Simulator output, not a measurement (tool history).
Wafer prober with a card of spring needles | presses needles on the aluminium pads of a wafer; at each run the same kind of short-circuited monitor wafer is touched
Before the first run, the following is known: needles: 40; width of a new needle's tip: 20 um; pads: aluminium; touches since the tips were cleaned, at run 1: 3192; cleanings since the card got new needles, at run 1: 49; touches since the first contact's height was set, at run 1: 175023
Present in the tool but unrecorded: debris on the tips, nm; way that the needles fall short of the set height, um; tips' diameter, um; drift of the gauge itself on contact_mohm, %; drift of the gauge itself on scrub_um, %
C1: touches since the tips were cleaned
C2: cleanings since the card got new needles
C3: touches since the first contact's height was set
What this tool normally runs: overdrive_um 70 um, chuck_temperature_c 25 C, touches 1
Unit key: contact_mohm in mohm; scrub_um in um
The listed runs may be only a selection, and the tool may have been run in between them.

{"run": 1, "day": 0.0, "overdrive_um": 70, "chuck_temperature_c": 25, "touches": 1, "C1": 3192, "C2": 49, "C3": 175023, "contact_mohm": 414, "scrub_um": 11.75}
{"day": 0.254, "done": "tips cleaned on abrasive film"}
{"day": 0.775, "done": "tips cleaned on abrasive film"}
{"run": 2, "day": 0.775, "overdrive_um": 70, "chuck_temperature_c": 25, "touches": 1, "C1": 0, "C2": 51, "C3": 185588, "contact_mohm": 292, "scrub_um": 11.7}
{"day": 1.104, "done": "height of the first contact set anew"}
{"day": 1.317, "done": "tips cleaned on abrasive film"}
{"run": 3, "day": 1.346, "overdrive_um": 70, "chuck_temperature_c": 25, "touches": 1, "C1": 421, "C2": 52, "C3": 3272, "contact_mohm": 324, "scrub_um": 11.47}
{"day": 1.796, "done": "tips cleaned on abrasive film"}
{"run": 4, "day": 2.238, "overdrive_um": 70, "chuck_temperature_c": 25, "touches": 3, "C1": 6093, "C2": 53, "C3": 15510, "contact_mohm": 342, "scrub_um": 11.48}
{"day": 2.304, "done": "tips cleaned on abrasive film"}
{"day": 2.796, "done": "tips cleaned on abrasive film"}
{"run": 5, "day": 3.15, "overdrive_um": 70, "chuck_temperature_c": 25, "touches": 3, "C1": 4929, "C2": 55, "C3": 27999, "contact_mohm": 334, "scrub_um": 11.42}
{"day": 3.317, "done": "tips cleaned on abrasive film"}
{"day": 3.712, "done": "height of the first contact set anew, once more"}
{"run": 6, "day": 3.762, "overdrive_um": 70, "chuck_temperature_c": 25, "touches": 3, "C1": 5973, "C2": 56, "C3": 735, "contact_mohm": 333, "scrub_um": 12.05}
{"day": 3.808, "done": "tips cleaned on abrasive film"}
{"day": 4.333, "done": "tips cleaned on abrasive film"}
{"run": 7, "day": 4.388, "overdrive_um": 70, "chuck_temperature_c": 25, "touches": 3, "C1": 766, "C2": 58, "C3": 9204, "contact_mohm": 296, "scrub_um": 12.02}
{"day": 4.808, "done": "tips cleaned on abrasive film"}
{"run": 8, "day": 5.271, "overdrive_um": 70, "chuck_temperature_c": 36, "touches": 3, "C1": 6362, "C2": 59, "C3": 21335, "contact_mohm": 338, "scrub_um": 12.02}
{"day": 5.358, "done": "tips cleaned on abrasive film"}
{"day": 5.829, "done": "tips cleaned on abrasive film"}
{"run": 9, "day": 5.896, "overdrive_um": 70, "chuck_temperature_c": 36, "touches": 3, "C1": 929, "C2": 61, "C3": 29830, "contact_mohm": 303, "scrub_um": 11.98}
{"day": 6.342, "done": "tips cleaned on abrasive film"}
{"run": 10, "day": 6.396, "overdrive_um": 70, "chuck_temperature_c": 25, "touches": 1, "C1": 712, "C2": 62, "C3": 36639, "contact_mohm": 342, "scrub_um": 12}
{"day": 6.825, "done": "tips cleaned on abrasive film"}
{"run": 11, "day": 7.012, "overdrive_um": 70, "chuck_temperature_c": 25, "touches": 1, "C1": 2590, "C2": 63, "C3": 45108, "contact_mohm": 387, "scrub_um": 11.91}
{"day": 7.321, "done": "tips cleaned on abrasive film"}
{"day": 7.842, "done": "tips cleaned on abrasive film"}
{"run": 12, "day": 7.938, "overdrive_um": 70, "chuck_temperature_c": 25, "touches": 1, "C1": 1328, "C2": 65, "C3": 57774, "contact_mohm": 363, "scrub_um": 11.92}
{"day": 8.342, "done": "tips cleaned on abrasive film"}
{"run": 13, "day": 8.729, "overdrive_um": 70, "chuck_temperature_c": 25, "touches": 1, "C1": 5304, "C2": 66, "C3": 68575, "contact_mohm": 446, "scrub_um": 11.88}
{"day": 8.838, "done": "tips cleaned on abrasive film"}
{"day": 9.312, "done": "tips cleaned on abrasive film"}
{"run": 14, "day": 9.317, "overdrive_um": 70, "chuck_temperature_c": 25, "touches": 1, "C1": 73, "C2": 68, "C3": 76614, "contact_mohm": 292, "scrub_um": 11.88}
{"day": 9.821, "done": "tips cleaned on abrasive film"}
{"run": 15, "day": 9.942, "overdrive_um": 70, "chuck_temperature_c": 25, "touches": 1, "C1": 1697, "C2": 69, "C3": 85171, "contact_mohm": 367, "scrub_um": 11.84}
{"day": 10.333, "done": "tips cleaned on abrasive film"}
{"run": 16, "day": 10.612, "overdrive_um": 70, "chuck_temperature_c": 25, "touches": 1, "C1": 3860, "C2": 70, "C3": 94340, "contact_mohm": 433, "scrub_um": 11.87}
{"day": 10.825, "done": "tips cleaned on abrasive film"}
{"day": 11.304, "done": "tips cleaned on abrasive film"}
{"run": 17, "day": 11.358, "overdrive_um": 55, "chuck_temperature_c": 50, "touches": 1, "C1": 778, "C2": 72, "C3": 104514, "contact_mohm": 396, "scrub_um": 9.28}
{"day": 11.792, "done": "tips cleaned on abrasive film"}
{"run": 18, "day": 11.975, "overdrive_um": 55, "chuck_temperature_c": 50, "touches": 1, "C1": 2539, "C2": 73, "C3": 112941, "contact_mohm": 498, "scrub_um": 9.28}
{"day": 12.312, "done": "tips cleaned on abrasive film"}
{"run": 19, "day": 12.771, "overdrive_um": 55, "chuck_temperature_c": 50, "touches": 1, "C1": 6354, "C2": 74, "C3": 123880, "contact_mohm": 566, "scrub_um": 9.23}

What does the tool deliver on the next run?
{"day": 12.821, "done": "tips cleaned on abrasive film"}
{"day": 13.312, "done": "tips cleaned on abrasive film"}
{"run": 20, "day": 13.404, "overdrive_um": 70, "chuck_temperature_c": 25, "touches": 3, "C1": 1257, "C2": 76, "C3": 132470, "contact_mohm": "?", "scrub_um": "?"}

{"run 20": {"contact_mohm": 303, "scrub_um": 11.78}}
The same run, on a tool lacking any hidden state, would have yielded contact_mohm 270 mohm, scrub_um 12.02 um.
